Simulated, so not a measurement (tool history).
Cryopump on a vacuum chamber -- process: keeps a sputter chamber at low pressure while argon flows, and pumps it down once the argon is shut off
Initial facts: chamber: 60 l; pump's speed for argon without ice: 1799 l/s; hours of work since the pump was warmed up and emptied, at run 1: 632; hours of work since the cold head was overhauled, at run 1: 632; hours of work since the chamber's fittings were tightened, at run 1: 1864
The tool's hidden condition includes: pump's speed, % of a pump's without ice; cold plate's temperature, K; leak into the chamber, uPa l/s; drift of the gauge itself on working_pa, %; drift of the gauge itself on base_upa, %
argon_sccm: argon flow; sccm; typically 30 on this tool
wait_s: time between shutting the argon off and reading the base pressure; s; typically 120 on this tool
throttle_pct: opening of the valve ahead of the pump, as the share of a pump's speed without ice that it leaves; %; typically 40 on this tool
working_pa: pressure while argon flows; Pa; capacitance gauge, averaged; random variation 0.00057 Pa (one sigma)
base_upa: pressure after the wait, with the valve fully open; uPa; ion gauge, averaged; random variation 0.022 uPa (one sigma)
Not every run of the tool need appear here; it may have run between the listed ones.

run	hour	argon_sccm	wait_s	throttle_pct	hours of work since the pump was warmed up and emptied	hours of work since the cold head was overhauled	hours of work since the chamber's fittings were tightened	working_pa	base_upa
1	0.0	30	120	40	632	632	1864	0.0848	1.02
2	20.3	30	120	40	649	649	1881	0.0854	1.05
3	42.4	30	195	40	667	667	1899	0.0859	0.85
# hour 53.8: pump warmed up, emptied and cooled again
4	60.7	12	120	40	6	678	1911	0.0290	0.85
5	81.2	12	120	40	23	695	1928	0.0289	0.88
6	98.4	30	120	28	37	710	1942	0.1017	0.85
7	117.6	30	64	40	53	726	1958	0.0711	1.32
8	127.2	30	64	40	61	734	1966	0.0715	1.35
9	150.0	27	120	40	80	753	1985	0.0641	0.84
10	166.1	30	120	40	94	766	1999	0.0716	0.87
11	178.2	30	97	40	104	776	2009	0.0726	1.04
12	193.1	30	198	40	116	789	2021	0.0724	0.70
13	203.0	30	198	40	125	797	2029	0.0715	0.71
14	218.3	30	120	40	137	810	2042	0.0731	0.88
15	232.3	30	120	40	149	822	2054	0.0724	0.90
16	252.2	30	120	40	166	838	2070	0.0733	0.90
17	262.6	30	120	40	174	847	2079	0.0740	0.95
18	272.4	38	26	26	183	855	2087	0.1412	2.69
19	293.8	13	48	36	200	873	2105	0.0346	1.69
20	313.5	13	48	36	217	889	2122	0.0353	1.75
21	326.8	36	157	40	228	900	2133	0.0894	0.81
22	345.0	30	58	40	243	916	2148	0.0746	1.43
23	362.8	30	58	40	258	931	2163	0.0738	1.53
24	384.7	30	58	40	276	949	2181	0.0751	1.54
25	397.4	30	159	19	287	959	2192	0.1546	0.83
26	409.0	18	145	52	297	969	2201	0.0360	0.87
27	424.8	18	145	20	310	982	2215	0.0874	0.90
28	436.9	18	145	20	320	992	2225	0.0877	0.88
29	453.8	58	49	30	334	1007	2239	0.1935	1.69
30	467.9	30	41	38	346	1018	2251	0.0795	1.93
31	481.7	17	26	21	357	1030	2262	0.0805	2.93
32	500.3	46	78	24	373	1045	2278	0.1908	1.20
33	519.5	18	46	52	389	1061	2294	0.0373	1.82
34	540.4	18	46	52	406	1079	2311	0.0370	1.85

A few steps of working_pa between consecutive runs. Split each: what settings, incoming material and random variation would produce without the hidden state, and what is left over for the hidden state, along with gauge scatter present in only one of the two compared results (measured, and without hidden state):
Run 3 -> 4: argon_sccm 30 -> 12, wait_s 195 -> 120, pump warmed up, emptied and cooled again. working_pa -0.0569 Pa: hidden state -0.0154, all else -0.0415.
Run 25 -> 26: argon_sccm 30 -> 18, wait_s 159 -> 145, throttle_pct 19 -> 52. working_pa -0.1186 Pa: hidden state -0.0020, all else -0.1166.
Run 28 -> 29: argon_sccm 18 -> 58, wait_s 145 -> 49, throttle_pct 20 -> 30. working_pa +0.1058 Pa: hidden state +0.0083, all else +0.0975.
Run 29 -> 30: argon_sccm 58 -> 30, wait_s 49 -> 41, throttle_pct 30 -> 38. working_pa -0.1140 Pa: hidden state -0.0056, all else -0.1084.
Run 31 -> 32: argon_sccm 17 -> 46, wait_s 26 -> 78, throttle_pct 21 -> 24. working_pa +0.1103 Pa: hidden state +0.0070, all else +0.1033.
Run 32 -> 33: argon_sccm 46 -> 18, wait_s 78 -> 46, throttle_pct 24 -> 52. working_pa -0.1535 Pa: hidden state -0.0063, all else -0.1472.
